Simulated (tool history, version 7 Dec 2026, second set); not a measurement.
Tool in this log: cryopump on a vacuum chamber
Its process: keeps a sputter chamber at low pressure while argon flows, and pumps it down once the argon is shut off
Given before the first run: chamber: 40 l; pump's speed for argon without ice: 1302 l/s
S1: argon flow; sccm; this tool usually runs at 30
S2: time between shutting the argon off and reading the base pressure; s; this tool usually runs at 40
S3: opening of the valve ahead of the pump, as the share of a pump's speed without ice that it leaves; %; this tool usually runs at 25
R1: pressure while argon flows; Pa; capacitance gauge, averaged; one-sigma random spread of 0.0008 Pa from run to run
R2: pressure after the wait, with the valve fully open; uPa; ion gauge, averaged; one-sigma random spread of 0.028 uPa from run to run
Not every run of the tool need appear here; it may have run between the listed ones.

run 1 hour=0.0 | S1=30 S2=40 S3=25 | R1=0.1596 R2=2.74
run 2 hour=8.6 | S1=21 S2=40 S3=25 | R1=0.1128 R2=2.74
run 3 hour=25.8 | S1=21 S2=40 S3=25 | R1=0.1121 R2=2.78
run 4 hour=45.8 | S1=21 S2=69 S3=25 | R1=0.1131 R2=2.27
run 5 hour=65.0 | S1=30 S2=40 S3=25 | R1=0.1623 R2=2.70
run 6 hour=78.4 | S1=30 S2=40 S3=25 | R1=0.1620 R2=2.78
run 7 hour=89.1 | S1=30 S2=40 S3=25 | R1=0.1596 R2=2.76
run 8 hour=103.8 | S1=30 S2=40 S3=25 | R1=0.1617 R2=2.77
run 9 hour=123.4 | S1=30 S2=40 S3=25 | R1=0.1619 R2=2.71
run 10 hour=133.8 | S1=30 S2=194 S3=25 | R1=0.1612 R2=1.97
run 11 hour=153.2 | S1=30 S2=40 S3=49 | R1=0.0856 R2=2.89
run 12 hour=164.4 | S1=30 S2=40 S3=49 | R1=0.0853 R2=2.88
run 13 hour=176.4 | S1=30 S2=40 S3=49 | R1=0.0861 R2=2.81
run 14 hour=185.2 | S1=36 S2=40 S3=25 | R1=0.1962 R2=2.79
run 15 hour=195.3 | S1=16 S2=36 S3=25 | R1=0.0868 R2=3.03
run 16 hour=203.4 | S1=14 S2=36 S3=25 | R1=0.0762 R2=2.98
run 17 hour=220.2 | S1=14 S2=36 S3=25 | R1=0.0754 R2=3.08

Each row is a separate what-if for the run after 17, all from the same tool condition, not one after another. Results?
run A hour=228.3 | S1=17 S2=31 S3=50 | R1=? R2=?
run B hour=228.3 | S1=30 S2=141 S3=25 | R1=? R2=?
run C hour=228.3 | S1=48 S2=40 S3=25 | R1=? R2=?

run=A R1=0.0487 R2=3.12
run=B R1=0.1621 R2=2.10
run=C R1=0.2611 R2=2.81
The same runs, with their run-to-run variation unchanged, on a tool lacking any hidden condition would have given:
run=A R1=0.0448 R2=1.59
run=B R1=0.1553 R2=0.56
run=C R1=0.2501 R2=1.29
